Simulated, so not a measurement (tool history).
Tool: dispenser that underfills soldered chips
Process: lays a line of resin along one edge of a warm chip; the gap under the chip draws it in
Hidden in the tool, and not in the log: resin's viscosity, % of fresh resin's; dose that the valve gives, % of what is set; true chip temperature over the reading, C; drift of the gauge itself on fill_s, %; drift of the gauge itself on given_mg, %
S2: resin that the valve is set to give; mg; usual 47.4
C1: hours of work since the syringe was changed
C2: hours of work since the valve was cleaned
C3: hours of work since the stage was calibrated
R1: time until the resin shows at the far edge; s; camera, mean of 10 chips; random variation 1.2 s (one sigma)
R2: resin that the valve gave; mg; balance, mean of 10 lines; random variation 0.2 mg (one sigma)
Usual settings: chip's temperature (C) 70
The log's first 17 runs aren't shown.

At hour 143.7: new syringe of resin.
Run 18, hour 148.2: usual settings; C1 3; C2 49; C3 466. Result: R1 122.7 s, R2 45.8 mg.
At hour 151.5: dispensing valve cleaned and set on the balance.
Run 19, hour 154.4: usual settings but chip's temperature (C) 58, S2 60.3 mg; C1 7; C2 2; C3 470. Result: R1 206.3 s, R2 60.38 mg.
At hour 158.4: new syringe of resin.
Run 20, hour 161: usual settings but chip's temperature (C) 76, S2 42.8 mg; C1 2; C2 7; C3 475. Result: R1 97.2 s, R2 42.71 mg.
At hour 171.2: new syringe of resin.
Run 21, hour 173.3: usual settings but chip's temperature (C) 56, S2 54.3 mg; C1 2; C2 16; C3 484. Result: R1 181.2 s, R2 53.7 mg.
Run 22, hour 181.8: usual settings but chip's temperature (C) 56, S2 54.3 mg; C1 8; C2 22; C3 491. Result: R1 231.3 s, R2 53.28 mg.
At hour 184.8: new syringe of resin.
Run 23, hour 192.6: usual settings but chip's temperature (C) 73, S2 57.9 mg; C1 6; C2 30; C3 498. Result: R1 117.8 s, R2 57.02 mg.
At hour 198.2: new syringe of resin.
Run 24, hour 198.3: usual settings but S2 52.2 mg; C1 0; C2 34; C3 503. Result: R1 105.7 s, R2 51 mg.
Run 25, hour 209.3: usual settings but S2 52.2 mg; C1 8; C2 43; C3 511. Result: R1 145.9 s, R2 50.76 mg.
At hour 211.2: new syringe of resin.
Run 26, hour 218.3: usual settings but S2 57.7 mg; C1 5; C2 49; C3 517. Result: R1 123.6 s, R2 55.86 mg.
At hour 221.3: dispensing valve cleaned and set on the balance.
At hour 225: new syringe of resin.
Run 27, hour 226.1: usual settings but chip's temperature (C) 62, S2 59 mg; C1 1; C2 3; C3 522. Result: R1 137.3 s, R2 58.79 mg.
Run 28, hour 235.2: usual settings but chip's temperature (C) 62, S2 41.5 mg; C1 8; C2 10; C3 529. Result: R1 190.4 s, R2 41.67 mg.
At hour 238.4: new syringe of resin.
Run 29, hour 242.8: usual settings but chip's temperature (C) 80, S2 52.6 mg; C1 3; C2 16; C3 535. Result: R1 84.6 s, R2 52.06 mg.
Run 30, hour 249.1: usual settings but chip's temperature (C) 80, S2 52.6 mg; C1 8; C2 21; C3 540. Result: R1 101.1 s, R2 52.17 mg.
At hour 251.4: new syringe of resin.
Run 31, hour 255.6: usual settings but chip's temperature (C) 57, S2 43 mg; C1 3; C2 25; C3 544. Result: R1 191.5 s, R2 42.17 mg.
At hour 264.4: new syringe of resin.
Run 32, hour 264.8: usual settings but chip's temperature (C) 74, S2 60.9 mg; C1 0; C2 32; C3 551. Result: R1 89.5 s, R2 59.65 mg.
Run 33, hour 275.3: usual settings but chip's temperature (C) 74, S2 54 mg; C1 8; C2 40; C3 559. Result: R1 121.6 s, R2 52.81 mg.
At hour 277.6: new syringe of resin.
Run 34, hour 284.2: usual settings but chip's temperature (C) 74, S2 54 mg; C1 5; C2 46; C3 565. Result: R1 105.7 s, R2 52.42 mg.
At hour 290.5: new syringe of resin.
At hour 291.5: dispensing valve cleaned and set on the balance.
Run 35, hour 292.9: usual settings but chip's temperature (C) 76, S2 41 mg; C1 1; C2 1; C3 571. Result: R1 94.2 s, R2 40.84 mg.

Forecast each of these 3 alternatives for the next run:
Run A, hour 299.5: usual settings but S2 51.6 mg; C1 6; C2 6; C3 576. Result: R1 ?, R2 ?.
Run B, hour 299.5: usual settings but chip's temperature (C) 61, S2 41 mg; C1 6; C2 6; C3 576. Result: R1 ?, R2 ?.
Run C, hour 299.5: usual settings but chip's temperature (C) 71, S2 49.9 mg; C1 6; C2 6; C3 576. Result: R1 ?, R2 ?.

run     R1     R2
  A  129.6  51.19
  B  191.1  41.05
  C  125.8  49.91
Without the tool's hidden state the same runs would have given:
run     R1     R2
  A  109.8  51.33
  B  162.2  41.17
  C  106.5  50.05
